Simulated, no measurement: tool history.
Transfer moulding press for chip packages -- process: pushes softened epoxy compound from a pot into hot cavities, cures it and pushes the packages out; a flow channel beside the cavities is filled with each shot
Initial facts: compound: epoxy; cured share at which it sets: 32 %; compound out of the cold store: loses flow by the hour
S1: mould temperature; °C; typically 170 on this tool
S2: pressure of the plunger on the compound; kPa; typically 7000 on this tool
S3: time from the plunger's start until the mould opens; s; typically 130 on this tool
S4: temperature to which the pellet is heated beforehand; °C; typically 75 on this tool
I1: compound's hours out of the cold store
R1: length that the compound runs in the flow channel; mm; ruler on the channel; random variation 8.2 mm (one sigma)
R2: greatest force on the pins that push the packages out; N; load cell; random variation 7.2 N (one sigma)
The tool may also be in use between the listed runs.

run 1 hour=0.0 | S1=170 S2=7000 S3=130 S4=75 | I1=19.3 | R1=961 R2=300
run 2 hour=9.1 | S1=170 S2=7000 S3=130 S4=75 | I1=15.8 | R1=981 R2=341
run 3 hour=19.0 | S1=170 S2=8420 S3=130 S4=75 | I1=39.2 | R1=921 R2=353
run 4 hour=34.8 | S1=170 S2=8420 S3=130 S4=75 | I1=21.7 | R1=1012 R2=427
run 5 hour=46.1 | S1=168 S2=8420 S3=130 S4=75 | I1=43.6 | R1=909 R2=466
-- hour=49.6 cavities cleaned with cleaning compound and waxed
run 6 hour=58.6 | S1=165 S2=7000 S3=130 S4=75 | I1=11.3 | R1=1029 R2=452
run 7 hour=75.4 | S1=170 S2=7000 S3=130 S4=75 | I1=26.0 | R1=910 R2=381
run 8 hour=87.8 | S1=170 S2=7000 S3=130 S4=75 | I1=22.5 | R1=928 R2=418
-- hour=99.6 cavities cleaned with cleaning compound and waxed
run 9 hour=107.4 | S1=170 S2=7000 S3=130 S4=75 | I1=32.8 | R1=880 R2=339
-- hour=120.5 mould's thermocouples calibrated
run 10 hour=122.0 | S1=170 S2=7000 S3=130 S4=75 | I1=46.3 | R1=785 R2=344
run 11 hour=135.5 | S1=170 S2=7000 S3=130 S4=75 | I1=9.6 | R1=975 R2=421
-- hour=150.9 cavities cleaned with cleaning compound and waxed
run 12 hour=150.9 | S1=170 S2=5320 S3=130 S4=75 | I1=32.7 | R1=737 R2=303
run 13 hour=166.2 | S1=170 S2=7000 S3=130 S4=75 | I1=23.7 | R1=901 R2=347
run 14 hour=179.2 | S1=170 S2=7000 S3=130 S4=82 | I1=33.3 | R1=847 R2=388
run 15 hour=190.4 | S1=170 S2=7000 S3=130 S4=82 | I1=23.9 | R1=894 R2=420
-- hour=200.8 cavities cleaned with cleaning compound and waxed
run 16 hour=206.9 | S1=167 S2=7170 S3=130 S4=75 | I1=23.2 | R1=917 R2=375
run 17 hour=218.8 | S1=168 S2=7000 S3=144 S4=75 | I1=32.6 | R1=851 R2=361
run 18 hour=227.0 | S1=168 S2=8120 S3=144 S4=84 | I1=15.3 | R1=1002 R2=379
run 19 hour=236.9 | S1=168 S2=8120 S3=144 S4=84 | I1=35.6 | R1=894 R2=403
run 20 hour=245.8 | S1=168 S2=8120 S3=144 S4=84 | I1=38.0 | R1=878 R2=408
-- hour=249.9 cavities cleaned with cleaning compound and waxed
run 21 hour=260.0 | S1=168 S2=6450 S3=144 S4=83 | I1=39.1 | R1=780 R2=319
run 22 hour=278.3 | S1=170 S2=7040 S3=138 S4=70 | I1=23.1 | R1=876 R2=362
run 23 hour=285.9 | S1=170 S2=7040 S3=138 S4=70 | I1=25.0 | R1=877 R2=387
-- hour=295.1 plunger's sealing rings changed
-- hour=302.7 cavities cleaned with cleaning compound and waxed
run 24 hour=303.5 | S1=170 S2=7040 S3=138 S4=70 | I1=11.6 | R1=1045 R2=283
run 25 hour=318.1 | S1=170 S2=7040 S3=138 S4=70 | I1=25.9 | R1=944 R2=340
run 26 hour=330.1 | S1=163 S2=7000 S3=130 S4=68 | I1=21.3 | R1=1008 R2=568
run 27 hour=345.6 | S1=162 S2=5730 S3=130 S4=67 | I1=48.0 | R1=786 R2=604

Here are 5 independent what-if runs from the current tool condition. What would each one return?
-- hour=352.3 cavities cleaned with cleaning compound and waxed
run A hour=357.8 | S1=162 S2=5730 S3=130 S4=78 | I1=40.2 | R1=? R2=?
-- hour=352.3 cavities cleaned with cleaning compound and waxed
run B hour=357.8 | S1=164 S2=5820 S3=130 S4=69 | I1=21.0 | R1=? R2=?
-- hour=352.3 cavities cleaned with cleaning compound and waxed
run C hour=357.8 | S1=171 S2=5730 S3=130 S4=84 | I1=30.3 | R1=? R2=?
-- hour=352.3 cavities cleaned with cleaning compound and waxed
run D hour=357.8 | S1=167 S2=8660 S3=130 S4=82 | I1=33.3 | R1=? R2=?
-- hour=352.3 cavities cleaned with cleaning compound and waxed
run E hour=357.8 | S1=167 S2=7000 S3=143 S4=75 | I1=44.6 | R1=? R2=?

run=A R1=818 R2=464
run=B R1=897 R2=433
run=C R1=820 R2=316
run=D R1=1012 R2=348
run=E R1=838 R2=305
The same runs, with their run-to-run variation unchanged, on a tool lacking any hidden condition would have given:
run=A R1=827 R2=420
run=B R1=907 R2=393
run=C R1=830 R2=291
run=D R1=1024 R2=318
run=E R1=848 R2=280
